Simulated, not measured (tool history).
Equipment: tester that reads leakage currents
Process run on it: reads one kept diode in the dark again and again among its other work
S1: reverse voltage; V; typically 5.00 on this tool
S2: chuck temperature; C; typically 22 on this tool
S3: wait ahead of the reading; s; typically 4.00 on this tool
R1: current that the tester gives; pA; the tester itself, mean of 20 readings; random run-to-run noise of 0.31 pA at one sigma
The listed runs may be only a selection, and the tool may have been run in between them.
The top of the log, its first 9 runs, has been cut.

| run | day | S1 | S2 | S3 | R1 |
|---|---|---|---|---|---|
| 10 | 18.388 | 5.00 | 22 | 4.00 | 124.02 |
| 11 | 20.296 | 5.00 | 22 | 4.00 | 124.65 |
| 12 | 22.358 | 5.00 | 22 | 4.00 | 125.03 |
|  | 22.583 | chuck's temperature calibrated |
| 13 | 24.888 | 5.00 | 22 | 4.00 | 132.14 |
| 14 | 27.196 | 5.00 | 22 | 4.00 | 132.98 |
| 15 | 28.321 | 5.00 | 22 | 4.00 | 132.70 |
| 16 | 30.667 | 5.00 | 22 | 4.00 | 133.48 |
| 17 | 33.162 | 5.00 | 22 | 4.00 | 134.25 |
| 18 | 35.238 | 5.00 | 22 | 0.73 | 135.88 |
|  | 35.521 | chuck's temperature calibrated, once more |
| 19 | 37.246 | 2.53 | 55 | 2.88 | 1074.91 |
| 20 | 38.442 | 5.00 | 22 | 2.42 | 108.83 |
| 21 | 39.975 | 5.00 | 46 | 3.97 | 738.73 |
| 22 | 42.354 | 5.00 | 46 | 3.97 | 744.10 |
| 23 | 44.438 | 17.77 | 55 | 0.69 | 2441.75 |
| 24 | 46.771 | 5.00 | 59 | 1.88 | 1913.96 |
| 25 | 49.325 | 5.00 | 59 | 1.88 | 1929.84 |
| 26 | 51.829 | 14.60 | 38 | 0.32 | 652.56 |
| 27 | 53.200 | 14.60 | 38 | 0.32 | 648.48 |

Run 28 comes next. What will it give?
| 28 | 54.833 | 3.03 | 49 | 4.00 | ? |

R1: 766.04 pA
Take away the tool's hidden state, keep the run-to-run variation as it was, and the same run would have given R1 747.87 pA.
